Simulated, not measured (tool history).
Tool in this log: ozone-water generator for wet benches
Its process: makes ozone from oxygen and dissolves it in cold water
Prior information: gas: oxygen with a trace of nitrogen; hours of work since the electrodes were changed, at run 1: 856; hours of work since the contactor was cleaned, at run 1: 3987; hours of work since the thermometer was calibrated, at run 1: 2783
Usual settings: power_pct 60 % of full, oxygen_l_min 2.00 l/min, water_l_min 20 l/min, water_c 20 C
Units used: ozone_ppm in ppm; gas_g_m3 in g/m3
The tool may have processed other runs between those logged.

run    hour  power_pct  oxygen_l_min  water_l_min  water_c  hours of work since the electrodes were changed  hours of work since the contactor was cleaned  hours of work since the thermometer was calibrated  ozone_ppm  gas_g_m3
  1     0.0         60          2.00           20       20                                              856                                           3987                                                2783        9.0     143.2
  2    27.8         60          2.00           20       20                                              880                                           4010                                                2806        9.1     143.3
  3    67.9         60          2.00           20       20                                              914                                           4044                                                2840        8.9     142.7
  4   107.7         60          2.00           22       20                                              948                                           4078                                                2874        8.4     142.8
  5   167.4         60          2.00           22       17                                              999                                           4129                                                2925        8.6     142.3
  6   197.9         60          2.00           22       17                                             1024                                           4155                                                2951        8.6     143.3
  7   248.9         60          2.00           22       17                                             1068                                           4198                                                2994        8.3     144.1
  8   306.8         78          2.00           22       17                                             1117                                           4247                                                3043       10.2     169.5
  9   359.2         78          2.00           22       17                                             1161                                           4291                                                3088       10.0     167.0
 10   395.6         78          2.00           22       17                                             1192                                           4322                                                3119       10.1     168.4
 11   455.4         78          1.54           22       17                                             1243                                           4373                                                3169        9.7     198.1
 12   481.7         78          1.54           22       17                                             1265                                           4396                                                3192        9.6     201.7
 13   543.5         78          1.54           22       17                                             1318                                           4448                                                3244        9.7     200.4
 14   583.3         60          2.00           20       20                                             1352                                           4482                                                3278        8.9     143.5
 15   645.4         60          2.00           20       20                                             1404                                           4534                                                3331        9.0     143.8
 16   679.6         60          2.00           20       20                                             1433                                           4564                                                3360        9.1     142.9
 17   712.8         89          1.53           24       12                                             1462                                           4592                                                3388        9.8     218.7
 18   766.4         44          2.00           17       20                                             1507                                           4637                                                3433        8.6     116.5
 19   798.9         80          2.00           28       20                                             1535                                           4665                                                3461        8.0     172.8
 20   859.5         80          1.19           25       20                                             1586                                           4716                                                3513        8.2     241.9
 21   885.0         80          2.47           26       20                                             1608                                           4738                                                3534        8.7     147.5
 22   923.6         80          2.47           21       15                                             1641                                           4771                                                3567       11.1     147.7
 23   977.0         80          2.47           21       15                                             1686                                           4816                                                3612       10.9     148.9
 24  1032.2         80          2.47           21       15                                             1733                                           4863                                                3659       11.0     146.7
 25  1092.8         80          2.47           12       15                                             1784                                           4914                                                3711       17.4     147.6
 26  1120.9         60          2.00           20       22                                             1808                                           4938                                                3734        8.9     142.0
 27  1153.2         60          1.58           20       28                                             1836                                           4966                                                3762        8.4     168.1
 28  1198.7         60          1.58           20       28                                             1874                                           5004                                                3801        8.3     167.1
 29  1238.1         60          1.58           20       28                                             1908                                           5038                                                3834        8.3     167.6
 30  1266.8         77          2.00           13       20                                             1932                                           5062                                                3858       15.0     167.0
 31  1312.3         77          2.00           13       20                                             1971                                           5101                                                3897       15.2     167.0
 32  1337.5         77          2.00           13       20                                             1992                                           5122                                                3918       14.8     166.0

Each row is a separate what-if for the run after 32, all from the same tool condition, not one after another. Results?
  A  1385.0         60          2.00           20       27                                             2032                                           5162                                                3959          ?         ?
  B  1385.0         40          2.00           13       20                                             2032                                           5162                                                3959          ?         ?
  C  1385.0         69          2.00           20       20                                             2032                                           5162                                                3959          ?         ?
  D  1385.0         60          2.00           20       15                                             2032                                           5162                                                3959          ?         ?

run  ozone_ppm  gas_g_m3
  A        8.4     142.8
  B       10.0     111.7
  C       10.1     154.9
  D        9.4     143.7
What these runs would have given with no unlogged condition in the tool:
run  ozone_ppm  gas_g_m3
  A        8.4     142.8
  B       10.0     111.7
  C       10.1     155.0
  D        9.4     143.8
